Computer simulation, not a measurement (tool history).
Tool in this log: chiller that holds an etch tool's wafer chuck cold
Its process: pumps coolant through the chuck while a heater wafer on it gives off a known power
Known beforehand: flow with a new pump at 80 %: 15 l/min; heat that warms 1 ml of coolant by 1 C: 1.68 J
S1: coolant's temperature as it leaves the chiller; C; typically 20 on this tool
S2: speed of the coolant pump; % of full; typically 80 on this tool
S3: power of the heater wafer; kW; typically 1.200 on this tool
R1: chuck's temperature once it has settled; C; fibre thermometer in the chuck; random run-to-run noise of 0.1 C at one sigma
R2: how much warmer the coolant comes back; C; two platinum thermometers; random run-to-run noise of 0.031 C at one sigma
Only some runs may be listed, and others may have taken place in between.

{"run": 1, "hour": 0.0, "S1": 20, "S2": 80, "S3": 1.2, "R1": 30.0, "R2": 3.16}
{"run": 2, "hour": 55.0, "S1": 20, "S2": 80, "S3": 0.769, "R1": 26.4, "R2": 2.01}
{"run": 3, "hour": 78.8, "S1": 20, "S2": 80, "S3": 1.2, "R1": 29.9, "R2": 3.17}
{"run": 4, "hour": 109.3, "S1": 20, "S2": 80, "S3": 1.2, "R1": 30.0, "R2": 3.12}
{"run": 5, "hour": 141.5, "S1": 20, "S2": 80, "S3": 1.2, "R1": 29.8, "R2": 3.11}
{"run": 6, "hour": 167.5, "S1": 20, "S2": 80, "S3": 1.2, "R1": 30.1, "R2": 3.14}
{"run": 7, "hour": 220.5, "S1": 20, "S2": 80, "S3": 1.2, "R1": 30.3, "R2": 3.19}
{"run": 8, "hour": 271.2, "S1": 20, "S2": 80, "S3": 1.2, "R1": 30.2, "R2": 3.19}
{"run": 9, "hour": 326.6, "S1": 20, "S2": 80, "S3": 1.2, "R1": 30.0, "R2": 3.18}
{"run": 10, "hour": 381.7, "S1": 20, "S2": 80, "S3": 1.2, "R1": 30.3, "R2": 3.22}
{"run": 11, "hour": 418.0, "S1": 20, "S2": 86, "S3": 1.2, "R1": 29.6, "R2": 2.98}
{"run": 12, "hour": 452.1, "S1": 20, "S2": 86, "S3": 1.2, "R1": 29.4, "R2": 3.01}
{"run": 13, "hour": 495.8, "S1": 14, "S2": 86, "S3": 1.2, "R1": 23.6, "R2": 2.97}
{"run": 14, "hour": 527.3, "S1": 20, "S2": 62, "S3": 1.2, "R1": 33.6, "R2": 4.27}
{"run": 15, "hour": 581.8, "S1": 20, "S2": 62, "S3": 1.2, "R1": 30.8, "R2": 4.28}
{"run": 16, "hour": 612.2, "S1": 20, "S2": 62, "S3": 1.2, "R1": 30.9, "R2": 4.31}
{"run": 17, "hour": 642.9, "S1": 20, "S2": 62, "S3": 1.2, "R1": 31.0, "R2": 4.39}
{"run": 18, "hour": 686.7, "S1": 24, "S2": 80, "S3": 1.673, "R1": 36.1, "R2": 4.59}
{"run": 19, "hour": 713.4, "S1": 24, "S2": 80, "S3": 1.673, "R1": 36.1, "R2": 4.6}
{"run": 20, "hour": 766.4, "S1": 24, "S2": 80, "S3": 1.673, "R1": 34.5, "R2": 3.96}
{"run": 21, "hour": 808.3, "S1": 24, "S2": 80, "S3": 1.673, "R1": 34.3, "R2": 3.97}
{"run": 22, "hour": 864.1, "S1": 14, "S2": 64, "S3": 0.724, "R1": 19.6, "R2": 2.22}
{"run": 23, "hour": 890.5, "S1": 14, "S2": 97, "S3": 0.706, "R1": 17.3, "R2": 1.39}
{"run": 24, "hour": 916.4, "S1": 26, "S2": 80, "S3": 1.016, "R1": 32.1, "R2": 2.4}
{"run": 25, "hour": 944.7, "S1": 26, "S2": 80, "S3": 1.016, "R1": 32.3, "R2": 2.42}
{"run": 26, "hour": 980.6, "S1": 17, "S2": 67, "S3": 1.611, "R1": 29.5, "R2": 4.69}
{"run": 27, "hour": 1034.6, "S1": 17, "S2": 80, "S3": 1.697, "R1": 27.9, "R2": 4.09}
{"run": 28, "hour": 1082.1, "S1": 17, "S2": 80, "S3": 1.697, "R1": 27.8, "R2": 4.05}
{"run": 29, "hour": 1105.4, "S1": 20, "S2": 82, "S3": 1.2, "R1": 27.1, "R2": 2.82}
{"run": 30, "hour": 1151.7, "S1": 21, "S2": 82, "S3": 0.878, "R1": 26.1, "R2": 2.09}
{"run": 31, "hour": 1196.8, "S1": 21, "S2": 82, "S3": 0.878, "R1": 26.3, "R2": 2.06}

Withheld: 3 entries from between the runs. Position of each, and hidden state at the listed run before versus the listed run after:
Between runs 14 and 15: coolant changed, channels flushed (hour 546.5)
  heat passed by the chuck's channels, % of clean ones': 76.4 -> 99.1; flow at a given pump speed, % of a new pump's: 88.7 -> 88.5; coolant's true temperature over the reading, C: -0.46 -> -0.47
  the result without the hidden state subtracted from the measured one, R1: +3.5 -> +0.8 C; R2: +0.48 -> +0.49 C
Between runs 15 and 16: coolant pump overhauled (hour 591.7)
  heat passed by the chuck's channels, % of clean ones': 99.1 -> 99; flow at a given pump speed, % of a new pump's: 88.5 -> 87.2; coolant's true temperature over the reading, C: -0.47 -> -0.48
  the result without the hidden state subtracted from the measured one, R1: +0.8 -> +0.9 C; R2: +0.49 -> +0.55 C
Between runs 19 and 20: coolant pump overhauled, once more (hour 740.6)
  heat passed by the chuck's channels, % of clean ones': 98.3 -> 98; flow at a given pump speed, % of a new pump's: 86.9 -> 100.2; coolant's true temperature over the reading, C: -0.51 -> -0.53
  the result without the hidden state subtracted from the measured one, R1: +1.2 -> -0.4 C; R2: +0.60 -> -0.01 C
